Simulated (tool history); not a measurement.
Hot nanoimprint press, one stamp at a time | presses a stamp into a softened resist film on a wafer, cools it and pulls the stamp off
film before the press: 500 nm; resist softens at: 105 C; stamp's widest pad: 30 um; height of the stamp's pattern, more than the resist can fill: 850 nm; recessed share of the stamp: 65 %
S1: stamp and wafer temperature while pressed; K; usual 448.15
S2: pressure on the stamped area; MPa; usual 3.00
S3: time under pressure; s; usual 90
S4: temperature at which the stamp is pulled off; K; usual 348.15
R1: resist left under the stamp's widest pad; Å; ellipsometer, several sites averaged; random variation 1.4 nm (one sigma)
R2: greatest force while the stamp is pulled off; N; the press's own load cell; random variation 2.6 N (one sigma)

run 1 hour=0.0 | S1=448.15 S2=3.00 S3=90 S4=348.15 | R1=2942 R2=173
run 2 hour=8.6 | S1=448.15 S2=3.00 S3=90 S4=348.15 | R1=2924 R2=169
run 3 hour=13.3 | S1=448.15 S2=3.00 S3=90 S4=348.15 | R1=2930 R2=179
run 4 hour=18.5 | S1=448.15 S2=3.00 S3=90 S4=348.15 | R1=2930 R2=174
run 5 hour=25.0 | S1=448.15 S2=3.00 S3=90 S4=348.15 | R1=2932 R2=178
run 6 hour=31.5 | S1=448.15 S2=3.00 S3=90 S4=348.15 | R1=2927 R2=169
run 7 hour=38.5 | S1=448.15 S2=3.06 S3=142 S4=355.15 | R1=2504 R2=161
run 8 hour=47.3 | S1=448.15 S2=3.06 S3=142 S4=355.15 | R1=2500 R2=163
run 9 hour=54.6 | S1=448.15 S2=3.00 S3=138 S4=347.15 | R1=2529 R2=175
run 10 hour=62.5 | S1=440.15 S2=3.68 S3=168 S4=340.15 | R1=2908 R2=189

Some steps in R1 between neighbouring runs. How much of each would the tool show without its hidden state too (settings, what came in, random variation), and how much is left for the hidden state, with any gauge scatter that isn't in both results?
The hidden state here: true temperature over the reading, C; pressure that arrives at the usual setting, %; grip of the stamp's worn release coat, % over a new coat's; drift of the gauge itself on residual_nm, %; drift of the gauge itself on pull_off_n, %.
Run 6 -> 7: S2 3.00 -> 3.06, S3 90 -> 142, S4 348.15 -> 355.15. R1 -423 Å: hidden state -1, all else -422.
Run 9 -> 10: S1 448.15 -> 440.15, S2 3.00 -> 3.68, S3 138 -> 168, S4 347.15 -> 340.15. R1 +379 Å: hidden state +11, all else +368.

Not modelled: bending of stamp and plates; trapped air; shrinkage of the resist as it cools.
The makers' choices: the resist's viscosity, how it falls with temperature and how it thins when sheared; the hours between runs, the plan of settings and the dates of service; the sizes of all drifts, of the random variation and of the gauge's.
